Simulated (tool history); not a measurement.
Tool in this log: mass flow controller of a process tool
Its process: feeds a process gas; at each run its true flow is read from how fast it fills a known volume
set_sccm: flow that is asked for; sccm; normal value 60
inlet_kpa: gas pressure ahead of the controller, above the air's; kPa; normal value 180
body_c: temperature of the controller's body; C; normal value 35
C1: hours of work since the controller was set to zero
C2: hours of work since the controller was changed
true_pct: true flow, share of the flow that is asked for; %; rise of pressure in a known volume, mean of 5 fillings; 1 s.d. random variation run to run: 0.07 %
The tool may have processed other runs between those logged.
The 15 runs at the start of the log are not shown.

{"run": 16, "hour": 2595.9, "set_sccm": 60, "inlet_kpa": 180, "body_c": 35, "C1": 1348, "C2": 7649, "true_pct": 102.2}
{"run": 17, "hour": 2781.6, "set_sccm": 60, "inlet_kpa": 180, "body_c": 35, "C1": 1492, "C2": 7793, "true_pct": 102.16}
{"run": 18, "hour": 2967.9, "set_sccm": 60, "inlet_kpa": 180, "body_c": 21, "C1": 1636, "C2": 7937, "true_pct": 102.4}
{"run": 19, "hour": 3073.2, "set_sccm": 60, "inlet_kpa": 141, "body_c": 35, "C1": 1718, "C2": 8019, "true_pct": 102.32}
{"run": 20, "hour": 3239.8, "set_sccm": 60, "inlet_kpa": 141, "body_c": 39, "C1": 1847, "C2": 8148, "true_pct": 102.38}
{"run": 21, "hour": 3465.0, "set_sccm": 60, "inlet_kpa": 141, "body_c": 39, "C1": 2021, "C2": 8322, "true_pct": 102.3}
{"run": 22, "hour": 3674.6, "set_sccm": 39, "inlet_kpa": 171, "body_c": 31, "C1": 2184, "C2": 8485, "true_pct": 101.73}
{"run": 23, "hour": 3849.4, "set_sccm": 39, "inlet_kpa": 171, "body_c": 31, "C1": 2319, "C2": 8620, "true_pct": 101.91}
{"run": 24, "hour": 3957.2, "set_sccm": 39, "inlet_kpa": 191, "body_c": 31, "C1": 2403, "C2": 8703, "true_pct": 101.84}
{"run": 25, "hour": 4145.8, "set_sccm": 23, "inlet_kpa": 205, "body_c": 31, "C1": 2549, "C2": 8850, "true_pct": 100.7}
{"run": 26, "hour": 4284.5, "set_sccm": 42, "inlet_kpa": 164, "body_c": 22, "C1": 2656, "C2": 8957, "true_pct": 102.21}
{"run": 27, "hour": 4505.2, "set_sccm": 60, "inlet_kpa": 180, "body_c": 30, "C1": 2827, "C2": 9128, "true_pct": 102.51}
{"run": 28, "hour": 4745.8, "set_sccm": 60, "inlet_kpa": 180, "body_c": 30, "C1": 3013, "C2": 9314, "true_pct": 102.59}
{"run": 29, "hour": 4923.1, "set_sccm": 60, "inlet_kpa": 180, "body_c": 30, "C1": 3150, "C2": 9451, "true_pct": 102.63}
{"run": 30, "hour": 5035.2, "set_sccm": 60, "inlet_kpa": 180, "body_c": 30, "C1": 3237, "C2": 9538, "true_pct": 102.54}
{"hour": 5097.6, "done": "controller exchanged for a calibrated one"}
{"run": 31, "hour": 5164.9, "set_sccm": 60, "inlet_kpa": 180, "body_c": 30, "C1": 52, "C2": 52, "true_pct": 98.8}
{"run": 32, "hour": 5378.9, "set_sccm": 60, "inlet_kpa": 180, "body_c": 30, "C1": 218, "C2": 218, "true_pct": 98.84}
{"run": 33, "hour": 5582.4, "set_sccm": 60, "inlet_kpa": 180, "body_c": 30, "C1": 375, "C2": 375, "true_pct": 98.85}
{"run": 34, "hour": 5729.9, "set_sccm": 60, "inlet_kpa": 180, "body_c": 30, "C1": 490, "C2": 490, "true_pct": 98.98}
{"run": 35, "hour": 5882.4, "set_sccm": 60, "inlet_kpa": 155, "body_c": 30, "C1": 608, "C2": 608, "true_pct": 99.15}
{"run": 36, "hour": 6030.5, "set_sccm": 60, "inlet_kpa": 234, "body_c": 35, "C1": 722, "C2": 722, "true_pct": 98.59}
{"run": 37, "hour": 6170.7, "set_sccm": 60, "inlet_kpa": 234, "body_c": 35, "C1": 831, "C2": 831, "true_pct": 98.54}
{"run": 38, "hour": 6399.0, "set_sccm": 60, "inlet_kpa": 144, "body_c": 30, "C1": 1008, "C2": 1008, "true_pct": 99.39}
{"run": 39, "hour": 6563.5, "set_sccm": 60, "inlet_kpa": 228, "body_c": 22, "C1": 1135, "C2": 1135, "true_pct": 98.95}
{"run": 40, "hour": 6685.6, "set_sccm": 60, "inlet_kpa": 228, "body_c": 22, "C1": 1230, "C2": 1230, "true_pct": 99.03}

Here are 5 independent what-if runs from the current tool condition. What would each one return?
{"run": "A", "hour": 6878.0, "set_sccm": 57, "inlet_kpa": 228, "body_c": 22, "C1": 1379, "C2": 1379, "true_pct": "?"}
{"run": "B", "hour": 6878.0, "set_sccm": 60, "inlet_kpa": 275, "body_c": 22, "C1": 1379, "C2": 1379, "true_pct": "?"}
{"run": "C", "hour": 6878.0, "set_sccm": 71, "inlet_kpa": 208, "body_c": 24, "C1": 1379, "C2": 1379, "true_pct": "?"}
{"run": "D", "hour": 6878.0, "set_sccm": 179, "inlet_kpa": 214, "body_c": 25, "C1": 1379, "C2": 1379, "true_pct": "?"}
{"run": "E", "hour": 6878.0, "set_sccm": 60, "inlet_kpa": 156, "body_c": 26, "C1": 1379, "C2": 1379, "true_pct": "?"}

run=A true_pct=98.93
run=B true_pct=98.72
run=C true_pct=99.24
run=D true_pct=100.40
run=E true_pct=99.37
Without the tool's unlogged condition, the same runs would have read:
run=A true_pct=98.59
run=B true_pct=98.36
run=C true_pct=98.80
run=D true_pct=99.74
run=E true_pct=99.00
